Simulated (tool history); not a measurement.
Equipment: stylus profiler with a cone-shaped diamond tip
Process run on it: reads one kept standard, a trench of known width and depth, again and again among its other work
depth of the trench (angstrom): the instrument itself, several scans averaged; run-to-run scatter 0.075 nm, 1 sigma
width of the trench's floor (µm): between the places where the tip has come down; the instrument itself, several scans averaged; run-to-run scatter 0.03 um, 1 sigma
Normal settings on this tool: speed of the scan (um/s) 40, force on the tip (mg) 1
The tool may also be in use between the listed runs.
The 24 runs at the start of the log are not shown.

| run | hour | speed of the scan (um/s) | force on the tip (mg) | scans with this tip | hours of work since the height scale was calibrated | depth of the trench (angstrom) | width of the trench's floor (µm) |
|---|---|---|---|---|---|---|---|
| 25 | 413.3 | 54 | 1.19 | 310 | 24 | 2008 | 96.96 |
| 26 | 430.9 | 54 | 1.19 | 448 | 35 | 2007.3 | 96.92 |
| 27 | 447.6 | 89 | 1.69 | 579 | 45 | 2011.8 | 96.91 |
| 28 | 466.7 | 89 | 1.69 | 730 | 57 | 2010.2 | 96.85 |
| 29 | 485.2 | 105 | 2.1 | 875 | 68 | 2011.4 | 96.75 |
| 30 | 500.5 | 72 | 2.82 | 996 | 78 | 2016.7 | 96.87 |
| 31 | 520.3 | 72 | 2.82 | 1152 | 90 | 2017.4 | 96.81 |
| 32 | 540 | 78 | 0.37 | 1307 | 102 | 2003 | 96.53 |
| 33 | 560.2 | 39 | 0.97 | 1467 | 115 | 2007 | 96.79 |
| 34 | 570.4 | 73 | 1 | 1547 | 121 | 2005.9 | 96.59 |
| 35 | 588.3 | 30 | 2.8 | 1688 | 132 | 2015 | 96.74 |
| 36 | 598.2 | 30 | 2.8 | 1766 | 138 | 2015.4 | 96.66 |
| 37 | 613.9 | 141 | 0.38 | 1890 | 148 | 2002.1 | 96.17 |
| 38 | 625.8 | 63 | 1.61 | 1984 | 155 | 2008.9 | 96.59 |
| 39 | 640.3 | 63 | 1.61 | 2098 | 164 | 2009 | 96.59 |
| 40 | 662.1 | 63 | 1.61 | 2269 | 177 | 2010.3 | 96.55 |
| 41 | 674.6 | 63 | 1.61 | 2368 | 185 | 2008.6 | 96.44 |
| 42 | 686.3 | 59 | 1.78 | 2460 | 192 | 2009.4 | 96.55 |

Estimate the outcome of run 43 from the log above:
| 43 | 698.8 | 116 | 0.52 | 2559 | 200 | ? | ? |

{"run 43": {"depth of the trench (angstrom)": 2002, "width of the trench's floor (µm)": 96.17}}
With the hidden condition absent and the run-to-run variation left alone, this run would have shown depth of the trench (angstrom) 2004.6, width of the trench's floor (µm) 96.76.
